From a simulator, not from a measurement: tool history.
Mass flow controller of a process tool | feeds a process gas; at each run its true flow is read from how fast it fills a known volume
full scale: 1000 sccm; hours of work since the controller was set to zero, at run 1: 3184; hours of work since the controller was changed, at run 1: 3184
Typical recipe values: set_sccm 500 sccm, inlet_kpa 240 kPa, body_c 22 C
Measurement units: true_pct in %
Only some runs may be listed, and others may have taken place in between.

run    hour  set_sccm  inlet_kpa  body_c  hours of work since the controller was set to zero  hours of work since the controller was changed  true_pct
  1     0.0       500        240      22                                                3184                                            3184     99.65
  2    61.5       500        240      22                                                3224                                            3224     99.70
  3   196.1       500        240      22                                                3314                                            3314     99.64
  4   320.2       500        240      22                                                3396                                            3396     99.66
  5   436.3       500        209      22                                                3472                                            3472     99.76
  6   499.6       500        209      22                                                3514                                            3514     99.79
  7   573.3       500        209      37                                                3563                                            3563     98.03
      581.6  -- controller's zero set anew
  8   704.0       851        264      30                                                  81                                            3649     99.26
  9   778.0       500        263      22                                                 130                                            3698     99.03
 10   893.6       130        256      21                                                 206                                            3775     93.42
     1028.9  -- controller's zero set anew, once more
 11  1028.9       130        256      21                                                   0                                            3864    100.07

Forecast each of these 5 alternatives for the next run:
  A  1119.2       500        144      28                                                  60                                            3923         ?
  B  1119.2       130        224      24                                                  60                                            3923         ?
  C  1119.2       244        144      23                                                  60                                            3923         ?
  D  1119.2       221        182      21                                                  60                                            3923         ?
  E  1119.2       169        178      24                                                  60                                            3923         ?

run  true_pct
  A    100.77
  B     99.83
  C    100.80
  D    100.74
  E    100.20
With the hidden condition removed and each run's random variation left untouched, the same runs would have given:
run  true_pct
  A     99.16
  B     98.39
  C     99.25
  D     99.21
  E     98.71
